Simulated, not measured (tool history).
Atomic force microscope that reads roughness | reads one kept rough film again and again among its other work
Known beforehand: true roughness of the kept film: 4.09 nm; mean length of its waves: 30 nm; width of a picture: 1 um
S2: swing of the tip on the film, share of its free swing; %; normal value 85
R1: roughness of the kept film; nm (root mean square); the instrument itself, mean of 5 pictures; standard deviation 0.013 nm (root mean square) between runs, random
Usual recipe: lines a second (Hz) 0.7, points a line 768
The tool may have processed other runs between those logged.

{"run": 1, "hour": 0.0, "lines a second (Hz)": 0.7, "S2": 85, "points a line": 768, "R1": 2.415}
{"run": 2, "hour": 34.5, "lines a second (Hz)": 0.7, "S2": 85, "points a line": 617, "R1": 2.262}
{"hour": 53.3, "done": "new tip fitted"}
{"run": 3, "hour": 66.8, "lines a second (Hz)": 0.7, "S2": 85, "points a line": 617, "R1": 3.018}
{"run": 4, "hour": 84.1, "lines a second (Hz)": 0.7, "S2": 85, "points a line": 647, "R1": 2.922}
{"run": 5, "hour": 102.7, "lines a second (Hz)": 0.7, "S2": 85, "points a line": 647, "R1": 2.829}
{"run": 6, "hour": 122.4, "lines a second (Hz)": 0.7, "S2": 85, "points a line": 647, "R1": 2.669}
{"run": 7, "hour": 165.3, "lines a second (Hz)": 0.7, "S2": 85, "points a line": 647, "R1": 2.43}
{"run": 8, "hour": 203.7, "lines a second (Hz)": 0.7, "S2": 85, "points a line": 647, "R1": 2.259}
{"run": 9, "hour": 228.4, "lines a second (Hz)": 0.7, "S2": 85, "points a line": 768, "R1": 2.173}
{"hour": 231.8, "done": "new tip fitted"}
{"hour": 232.8, "done": "height scale calibrated on a step standard"}
{"run": 10, "hour": 253.5, "lines a second (Hz)": 0.7, "S2": 88, "points a line": 768, "R1": 2.958}
{"run": 11, "hour": 286.2, "lines a second (Hz)": 0.7, "S2": 88, "points a line": 768, "R1": 2.772}
{"hour": 301.1, "done": "height scale calibrated on a step standard, once more"}
{"run": 12, "hour": 306.0, "lines a second (Hz)": 0.7, "S2": 88, "points a line": 768, "R1": 2.697}
{"run": 13, "hour": 330.1, "lines a second (Hz)": 0.7, "S2": 57, "points a line": 768, "R1": 2.771}
{"run": 14, "hour": 371.3, "lines a second (Hz)": 1.056, "S2": 85, "points a line": 768, "R1": 2.34}
{"hour": 410.5, "done": "new tip fitted"}
{"run": 15, "hour": 411.5, "lines a second (Hz)": 1.056, "S2": 85, "points a line": 768, "R1": 3.09}
{"run": 16, "hour": 452.6, "lines a second (Hz)": 2.291, "S2": 64, "points a line": 299, "R1": 2.882}
{"run": 17, "hour": 487.5, "lines a second (Hz)": 0.516, "S2": 84, "points a line": 458, "R1": 2.757}
{"run": 18, "hour": 515.8, "lines a second (Hz)": 0.516, "S2": 84, "points a line": 458, "R1": 2.596}
{"run": 19, "hour": 554.2, "lines a second (Hz)": 0.516, "S2": 84, "points a line": 458, "R1": 2.429}
{"hour": 587.4, "done": "new tip fitted"}
{"run": 20, "hour": 588.9, "lines a second (Hz)": 1.361, "S2": 73, "points a line": 530, "R1": 3.152}
{"run": 21, "hour": 629.7, "lines a second (Hz)": 1.361, "S2": 73, "points a line": 530, "R1": 2.86}
{"run": 22, "hour": 653.0, "lines a second (Hz)": 1.361, "S2": 73, "points a line": 530, "R1": 2.747}
{"run": 23, "hour": 675.3, "lines a second (Hz)": 1.479, "S2": 76, "points a line": 529, "R1": 2.531}
{"run": 24, "hour": 698.9, "lines a second (Hz)": 1.786, "S2": 61, "points a line": 533, "R1": 2.545}
{"run": 25, "hour": 728.4, "lines a second (Hz)": 1.786, "S2": 61, "points a line": 533, "R1": 2.409}
{"hour": 766.0, "done": "new tip fitted"}
{"run": 26, "hour": 766.1, "lines a second (Hz)": 0.584, "S2": 85, "points a line": 382, "R1": 3.204}
{"run": 27, "hour": 784.4, "lines a second (Hz)": 0.584, "S2": 85, "points a line": 382, "R1": 3.062}
{"run": 28, "hour": 812.1, "lines a second (Hz)": 0.512, "S2": 86, "points a line": 768, "R1": 2.914}
{"run": 29, "hour": 837.1, "lines a second (Hz)": 1.126, "S2": 56, "points a line": 768, "R1": 2.87}
{"run": 30, "hour": 862.5, "lines a second (Hz)": 1.605, "S2": 64, "points a line": 869, "R1": 2.636}

Predict each of these 5 candidate next runs independently; none follows another, all start after run 30:
{"run": "A", "hour": 904.7, "lines a second (Hz)": 0.7, "S2": 68, "points a line": 768, "R1": "?"}
{"run": "B", "hour": 904.7, "lines a second (Hz)": 0.559, "S2": 83, "points a line": 561, "R1": "?"}
{"run": "C", "hour": 904.7, "lines a second (Hz)": 1.605, "S2": 62, "points a line": 869, "R1": "?"}
{"run": "D", "hour": 904.7, "lines a second (Hz)": 1.605, "S2": 85, "points a line": 863, "R1": "?"}
{"run": "E", "hour": 904.7, "lines a second (Hz)": 0.528, "S2": 64, "points a line": 794, "R1": "?"}

run=A R1=2.475
run=B R1=2.426
run=C R1=2.463
run=D R1=2.185
run=E R1=2.533
Without the tool's unlogged condition, the same runs would have read:
run=A R1=3.336
run=B R1=3.273
run=C R1=3.319
run=D R1=2.947
run=E R1=3.415
